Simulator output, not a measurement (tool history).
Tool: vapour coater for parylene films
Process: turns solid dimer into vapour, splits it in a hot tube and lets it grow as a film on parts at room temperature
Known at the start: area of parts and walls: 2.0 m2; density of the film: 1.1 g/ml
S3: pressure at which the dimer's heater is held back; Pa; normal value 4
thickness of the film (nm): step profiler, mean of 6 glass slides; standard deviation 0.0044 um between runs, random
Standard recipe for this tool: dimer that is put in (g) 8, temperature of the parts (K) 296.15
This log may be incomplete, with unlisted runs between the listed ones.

{"run": 1, "hour": 0.0, "dimer that is put in (g)": 8, "temperature of the parts (K)": 296.15, "S3": 4, "thickness of the film (nm)": 1733}
{"run": 2, "hour": 30.9, "dimer that is put in (g)": 8, "temperature of the parts (K)": 296.15, "S3": 4, "thickness of the film (nm)": 1728}
{"run": 3, "hour": 58.8, "dimer that is put in (g)": 8, "temperature of the parts (K)": 296.15, "S3": 4, "thickness of the film (nm)": 1718}
{"run": 4, "hour": 91.3, "dimer that is put in (g)": 8, "temperature of the parts (K)": 296.15, "S3": 4, "thickness of the film (nm)": 1717}
{"run": 5, "hour": 109.8, "dimer that is put in (g)": 8, "temperature of the parts (K)": 299.15, "S3": 4, "thickness of the film (nm)": 1543}
{"run": 6, "hour": 140.5, "dimer that is put in (g)": 8, "temperature of the parts (K)": 296.15, "S3": 3.65, "thickness of the film (nm)": 1722}
{"run": 7, "hour": 182.5, "dimer that is put in (g)": 8, "temperature of the parts (K)": 296.15, "S3": 4, "thickness of the film (nm)": 1707}
{"run": 8, "hour": 211.4, "dimer that is put in (g)": 8, "temperature of the parts (K)": 296.15, "S3": 4, "thickness of the film (nm)": 1704}
{"hour": 231.6, "done": "trap's valve overhauled"}
{"run": 9, "hour": 243.7, "dimer that is put in (g)": 8, "temperature of the parts (K)": 296.15, "S3": 4, "thickness of the film (nm)": 1700}
{"run": 10, "hour": 280.6, "dimer that is put in (g)": 8, "temperature of the parts (K)": 296.15, "S3": 4, "thickness of the film (nm)": 1698}
{"run": 11, "hour": 319.3, "dimer that is put in (g)": 8, "temperature of the parts (K)": 296.15, "S3": 4, "thickness of the film (nm)": 1701}
{"run": 12, "hour": 352.4, "dimer that is put in (g)": 8, "temperature of the parts (K)": 293.15, "S3": 4, "thickness of the film (nm)": 1874}
{"hour": 368.6, "done": "gauge calibrated"}
{"run": 13, "hour": 381.9, "dimer that is put in (g)": 8, "temperature of the parts (K)": 293.15, "S3": 4, "thickness of the film (nm)": 1925}
{"run": 14, "hour": 419.3, "dimer that is put in (g)": 5, "temperature of the parts (K)": 299.15, "S3": 6.32, "thickness of the film (nm)": 948}
{"run": 15, "hour": 443.1, "dimer that is put in (g)": 7, "temperature of the parts (K)": 292.15, "S3": 3.73, "thickness of the film (nm)": 1736}
{"run": 16, "hour": 462.0, "dimer that is put in (g)": 7, "temperature of the parts (K)": 292.15, "S3": 3.73, "thickness of the film (nm)": 1741}
{"run": 17, "hour": 496.0, "dimer that is put in (g)": 10, "temperature of the parts (K)": 296.15, "S3": 4, "thickness of the film (nm)": 2141}
{"run": 18, "hour": 537.7, "dimer that is put in (g)": 10, "temperature of the parts (K)": 290.15, "S3": 5.34, "thickness of the film (nm)": 2575}
{"run": 19, "hour": 575.5, "dimer that is put in (g)": 13, "temperature of the parts (K)": 298.15, "S3": 10.89, "thickness of the film (nm)": 2402}
{"run": 20, "hour": 603.7, "dimer that is put in (g)": 13, "temperature of the parts (K)": 298.15, "S3": 10.89, "thickness of the film (nm)": 2399}

Forecast run 21:
{"run": 21, "hour": 648.4, "dimer that is put in (g)": 8, "temperature of the parts (K)": 304.15, "S3": 2.74, "thickness of the film (nm)": "?"}

thickness of the film (nm): 1312
With no hidden state in the tool, this same run would have given thickness of the film (nm) 1338.

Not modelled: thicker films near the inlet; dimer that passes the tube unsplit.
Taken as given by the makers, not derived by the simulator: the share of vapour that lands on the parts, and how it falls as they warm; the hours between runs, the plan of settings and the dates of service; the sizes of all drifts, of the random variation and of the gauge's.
